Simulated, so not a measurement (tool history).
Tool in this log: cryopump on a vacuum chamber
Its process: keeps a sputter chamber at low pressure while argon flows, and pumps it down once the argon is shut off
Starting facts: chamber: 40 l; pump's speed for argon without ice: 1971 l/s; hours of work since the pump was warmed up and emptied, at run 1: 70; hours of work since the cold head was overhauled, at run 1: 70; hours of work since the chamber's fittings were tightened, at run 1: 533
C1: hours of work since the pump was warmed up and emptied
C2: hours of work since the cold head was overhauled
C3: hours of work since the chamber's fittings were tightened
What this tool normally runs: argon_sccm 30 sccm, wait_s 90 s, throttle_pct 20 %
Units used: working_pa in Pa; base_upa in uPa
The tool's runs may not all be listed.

Run 1, hour 0: usual settings; C1 70; C2 70; C3 533. Result: working_pa 0.1297 Pa, base_upa 1.04 uPa.
Run 2, hour 16.1: usual settings; C1 84; C2 84; C3 548. Result: working_pa 0.1292 Pa, base_upa 1.08 uPa.
Run 3, hour 33.9: usual settings; C1 100; C2 100; C3 564. Result: working_pa 0.1298 Pa, base_upa 1.1 uPa.
Run 4, hour 47.6: usual settings; C1 112; C2 112; C3 576. Result: working_pa 0.1301 Pa, base_upa 1.09 uPa.
Run 5, hour 66.2: usual settings; C1 129; C2 129; C3 593. Result: working_pa 0.1301 Pa, base_upa 1.1 uPa.
Run 6, hour 79.9: usual settings; C1 141; C2 141; C3 605. Result: working_pa 0.1303 Pa, base_upa 1.08 uPa.
Run 7, hour 95.8: usual settings; C1 155; C2 155; C3 619. Result: working_pa 0.1296 Pa, base_upa 1.07 uPa.
Run 8, hour 115.2: usual settings; C1 173; C2 173; C3 636. Result: working_pa 0.1312 Pa, base_upa 1.14 uPa.
Run 9, hour 133.5: usual settings; C1 189; C2 189; C3 653. Result: working_pa 0.1313 Pa, base_upa 1.15 uPa.
Run 10, hour 155: usual settings; C1 208; C2 208; C3 672. Result: working_pa 0.132 Pa, base_upa 1.13 uPa.
Run 11, hour 168.7: usual settings but throttle_pct 30 %; C1 221; C2 221; C3 684. Result: working_pa 0.0876 Pa, base_upa 1.16 uPa.
Run 12, hour 184.8: usual settings but throttle_pct 30 %; C1 235; C2 235; C3 699. Result: working_pa 0.0883 Pa, base_upa 1.18 uPa.
Run 13, hour 196: usual settings; C1 245; C2 245; C3 709. Result: working_pa 0.1327 Pa, base_upa 1.18 uPa.
Run 14, hour 219.4: usual settings; C1 266; C2 266; C3 730. Result: working_pa 0.1324 Pa, base_upa 1.14 uPa.
Run 15, hour 235.4: usual settings; C1 280; C2 280; C3 744. Result: working_pa 0.1307 Pa, base_upa 1.25 uPa.
Run 16, hour 260.5: usual settings but argon_sccm 22 sccm; C1 303; C2 303; C3 766. Result: working_pa 0.0967 Pa, base_upa 1.25 uPa.
Run 17, hour 279.4: usual settings but argon_sccm 22 sccm; C1 320; C2 320; C3 783. Result: working_pa 0.0964 Pa, base_upa 1.25 uPa.
Run 18, hour 300.5: usual settings but argon_sccm 23 sccm, wait_s 113 s, throttle_pct 17 %; C1 338; C2 338; C3 802. Result: working_pa 0.1184 Pa, base_upa 1.1 uPa.
Run 19, hour 326.8: usual settings but argon_sccm 24 sccm, throttle_pct 32 %; C1 362; C2 362; C3 826. Result: working_pa 0.0672 Pa, base_upa 1.26 uPa.
Run 20, hour 351.8: usual settings but argon_sccm 24 sccm, throttle_pct 32 %; C1 384; C2 384; C3 848. Result: working_pa 0.0667 Pa, base_upa 1.33 uPa.
Run 21, hour 363.5: usual settings but argon_sccm 24 sccm, throttle_pct 32 %; C1 395; C2 395; C3 858. Result: working_pa 0.0673 Pa, base_upa 1.34 uPa.
Run 22, hour 374.5: usual settings but argon_sccm 46 sccm; C1 405; C2 405; C3 868. Result: working_pa 0.2036 Pa, base_upa 1.31 uPa.
Run 23, hour 398: usual settings but argon_sccm 38 sccm, wait_s 25 s, throttle_pct 35 %; C1 426; C2 426; C3 889. Result: working_pa 0.0996 Pa, base_upa 3.08 uPa.
Run 24, hour 409.9: usual settings but argon_sccm 28 sccm, wait_s 46 s, throttle_pct 24 %; C1 436; C2 436; C3 900. Result: working_pa 0.1051 Pa, base_upa 1.91 uPa.
Run 25, hour 432: usual settings but wait_s 48 s, throttle_pct 17 %; C1 456; C2 456; C3 920. Result: working_pa 0.1562 Pa, base_upa 1.99 uPa.
Run 26, hour 446.2: usual settings but argon_sccm 20 sccm, throttle_pct 46 %; C1 469; C2 469; C3 932. Result: working_pa 0.0409 Pa, base_upa 1.41 uPa.
Run 27, hour 469.8: usual settings but argon_sccm 21 sccm, wait_s 26 s, throttle_pct 17 %; C1 490; C2 490; C3 953. Result: working_pa 0.1099 Pa, base_upa 3 uPa.
Run 28, hour 487.2: usual settings but argon_sccm 21 sccm, wait_s 26 s, throttle_pct 17 %; C1 505; C2 505; C3 969. Result: working_pa 0.1101 Pa, base_upa 3 uPa.
Run 29, hour 509.3: usual settings but argon_sccm 60 sccm, wait_s 244 s, throttle_pct 50 %; C1 525; C2 525; C3 989. Result: working_pa 0.1155 Pa, base_upa 1.04 uPa.
Run 30, hour 523.5: usual settings but argon_sccm 60 sccm, wait_s 244 s, throttle_pct 50 %; C1 538; C2 538; C3 1001. Result: working_pa 0.1154 Pa, base_upa 1.01 uPa.
Run 31, hour 549.6: usual settings but argon_sccm 60 sccm, wait_s 244 s, throttle_pct 50 %; C1 561; C2 561; C3 1025. Result: working_pa 0.1162 Pa, base_upa 0.98 uPa.
Run 32, hour 569.4: usual settings but argon_sccm 60 sccm, wait_s 244 s, throttle_pct 50 %; C1 579; C2 579; C3 1042. Result: working_pa 0.1172 Pa, base_upa 1.06 uPa.
Run 33, hour 589.5: usual settings but argon_sccm 60 sccm, wait_s 244 s, throttle_pct 50 %; C1 597; C2 597; C3 1060. Result: working_pa 0.1184 Pa, base_upa 1.03 uPa.
Run 34, hour 605.1: usual settings but argon_sccm 60 sccm, wait_s 244 s, throttle_pct 50 %; C1 611; C2 611; C3 1074. Result: working_pa 0.1189 Pa, base_upa 1.08 uPa.

Forecast each of these 3 alternatives for the next run:
Run A, hour 616.3: usual settings but argon_sccm 29 sccm, wait_s 299 s, throttle_pct 50 %; C1 621; C2 621; C3 1084. Result: working_pa ?, base_upa ?.
Run B, hour 616.3: usual settings but argon_sccm 60 sccm, wait_s 244 s, throttle_pct 23 %; C1 621; C2 621; C3 1084. Result: working_pa ?, base_upa ?.
Run C, hour 616.3: usual settings but argon_sccm 60 sccm, wait_s 161 s, throttle_pct 17 %; C1 621; C2 621; C3 1084. Result: working_pa ?, base_upa ?.

run  working_pa  base_upa
  A      0.0574      1.03
  B      0.2403       1.1
  C      0.3193      1.21
What these runs would have given with no unlogged condition in the tool:
run  working_pa  base_upa
  A      0.0497      0.34
  B      0.2245      0.39
  C      0.3035      0.53
